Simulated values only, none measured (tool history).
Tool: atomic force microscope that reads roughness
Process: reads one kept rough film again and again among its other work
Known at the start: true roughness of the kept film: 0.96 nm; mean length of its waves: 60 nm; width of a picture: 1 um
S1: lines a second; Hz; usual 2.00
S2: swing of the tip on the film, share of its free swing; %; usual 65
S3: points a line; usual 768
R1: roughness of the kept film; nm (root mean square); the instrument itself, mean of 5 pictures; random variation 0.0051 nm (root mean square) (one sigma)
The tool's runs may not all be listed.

run     day    S1  S2   S3     R1
  1   0.000  2.00  65  768  0.890
  2   1.329  2.00  65  768  0.893
  3   2.575  2.00  65  612  0.877
      3.533  -- new tip fitted
  4   3.738  1.00  65  768  0.940
  5   4.867  2.00  65  768  0.912
  6   6.350  2.00  65  768  0.908
  7   7.921  1.17  65  768  0.919
  8   8.742  1.17  65  768  0.920
  9   9.946  2.00  65  768  0.902
 10  10.667  1.03  65  768  0.918
 11  11.850  2.00  65  494  0.894
 12  12.629  2.00  65  494  0.891
 13  14.012  2.00  65  494  0.896
 14  14.883  2.00  65  494  0.876
     15.525  -- new tip fitted
 15  16.254  1.59  65  768  0.916
 16  17.617  1.59  65  768  0.914
 17  18.533  2.00  65  949  0.909
 18  19.229  2.00  78  949  0.861
 19  20.671  2.00  78  949  0.866
 20  21.517  2.00  72  768  0.879
 21  23.104  1.07  72  578  0.905
 22  24.250  0.62  81  734  0.905
 23  25.579  1.25  64  767  0.903
 24  26.271  1.32  78  499  0.867
 25  27.429  1.32  78  499  0.871
     27.521  -- new tip fitted
 26  28.117  2.00  64  261  0.910
 27  29.058  2.00  61  768  0.920
 28  30.388  2.00  61  938  0.907
 29  31.767  2.00  61  938  0.908
 30  33.146  2.00  61  938  0.906
 31  34.221  2.00  61  938  0.903
 32  35.029  2.00  61  938  0.907
 33  35.858  2.00  81  462  0.852
 34  37.050  1.43  81  525  0.864
 35  38.308  1.43  81  525  0.868
 36  39.446  2.00  67  381  0.873
     39.608  -- new tip fitted
 37  40.492  2.00  55  288  0.933
 38  41.608  0.98  72  288  0.929

The same runs without the tool's hidden state, with the same run-to-run variation:
The hidden state here: radius of the tip, nm; height scale over the true one, %; drift of the gauge itself on roughness_nm, %.
run     R1
  1  0.909
  2  0.916
  3  0.902
  4  0.935
  5  0.911
  6  0.911
  7  0.926
  8  0.930
  9  0.915
 10  0.932
 11  0.912
 12  0.911
 13  0.920
 14  0.902
 15  0.913
 16  0.915
 17  0.912
 18  0.866
 19  0.874
 20  0.890
 21  0.920
 22  0.924
 23  0.925
 24  0.890
 25  0.897
 26  0.905
 27  0.917
 28  0.907
 29  0.913
 30  0.915
 31  0.914
 32  0.920
 33  0.867
 34  0.882
 35  0.888
 36  0.897
 37  0.926
 38  0.926

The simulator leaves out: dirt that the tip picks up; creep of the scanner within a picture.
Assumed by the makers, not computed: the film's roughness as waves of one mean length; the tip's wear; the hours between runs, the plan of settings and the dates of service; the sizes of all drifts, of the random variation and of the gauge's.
